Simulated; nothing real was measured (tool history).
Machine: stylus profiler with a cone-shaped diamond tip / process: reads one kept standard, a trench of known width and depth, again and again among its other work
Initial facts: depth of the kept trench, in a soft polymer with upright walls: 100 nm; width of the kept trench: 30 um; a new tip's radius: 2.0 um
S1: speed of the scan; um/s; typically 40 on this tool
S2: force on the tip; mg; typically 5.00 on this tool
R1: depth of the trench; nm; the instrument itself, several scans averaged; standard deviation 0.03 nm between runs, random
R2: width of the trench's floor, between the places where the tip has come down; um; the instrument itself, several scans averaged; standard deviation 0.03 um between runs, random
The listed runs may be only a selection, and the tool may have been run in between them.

run	hour	S1	S2	R1	R2
1	0.0	40	5.00	102.11	28.33
2	66.0	40	5.00	102.07	28.33
3	138.7	98	5.00	102.06	28.07
4	198.5	40	6.02	102.41	28.31
5	243.7	10	6.02	102.46	28.35
6	281.4	10	6.02	102.40	28.40
7	331.8	10	6.02	102.42	28.47
8	392.1	10	6.02	102.47	28.42
9	436.2	10	6.02	102.44	28.42
10	494.0	10	6.02	102.44	28.39
11	572.5	21	6.02	102.45	28.43
12	620.7	40	3.52	101.79	28.28
13	681.7	40	3.52	101.78	28.25
14	735.9	40	3.52	101.77	28.25
15	813.6	74	3.52	101.78	28.11
16	851.2	16	3.52	101.80	28.33
17	890.9	40	9.33	103.31	28.31
18	961.7	40	9.33	103.32	28.31
19	1032.9	40	9.33	103.32	28.32
20	1076.1	40	9.33	103.33	28.28
21	1146.2	40	8.60	103.17	28.30
22	1207.1	30	5.00	102.27	28.23
23	1263.1	82	5.00	102.26	28.05
24	1316.9	37	4.46	102.18	28.18
25	1386.6	37	4.12	102.06	28.23
26	1424.7	40	5.00	102.41	28.16
27	1465.1	40	5.00	102.38	28.19
28	1515.5	40	4.02	102.10	28.16
29	1550.4	12	2.24	101.50	28.30
30	1614.2	12	2.24	101.54	28.24
31	1681.1	82	4.83	102.36	28.07
32	1740.2	29	4.83	102.37	28.18
33	1807.7	29	4.83	102.30	28.16
34	1857.5	21	8.13	103.23	28.26
35	1925.5	15	7.39	103.02	28.28
36	1996.0	42	1.98	101.51	28.06
37	2044.1	42	1.98	101.45	28.07
38	2085.2	106	12.94	104.30	28.06
39	2150.5	38	5.00	102.45	28.16
40	2220.7	51	1.84	101.47	27.98
41	2293.8	92	1.77	101.45	27.75
42	2356.2	92	1.77	101.40	27.72
43	2392.6	92	1.77	101.43	27.70
44	2456.7	103	5.00	102.60	27.92
45	2521.7	103	5.00	102.52	27.86
46	2595.5	103	5.00	102.56	27.88

Predict each of these 4 candidate next runs independently; none follows another, all start after run 46:
# hour 2640.3: height scale calibrated on a step standard
A	2640.3	12	2.46	?	?
# hour 2640.3: height scale calibrated on a step standard
B	2640.3	13	5.00	?	?
# hour 2640.3: height scale calibrated on a step standard
C	2640.3	76	4.28	?	?
# hour 2640.3: height scale calibrated on a step standard
D	2640.3	83	3.02	?	?

run	R1	R2
A	101.30	28.20
B	102.07	28.17
C	101.83	27.88
D	101.43	27.84
With no hidden state in the tool, these same runs would have given:
run	R1	R2
A	101.30	28.70
B	102.07	28.67
C	101.83	28.38
D	101.44	28.35
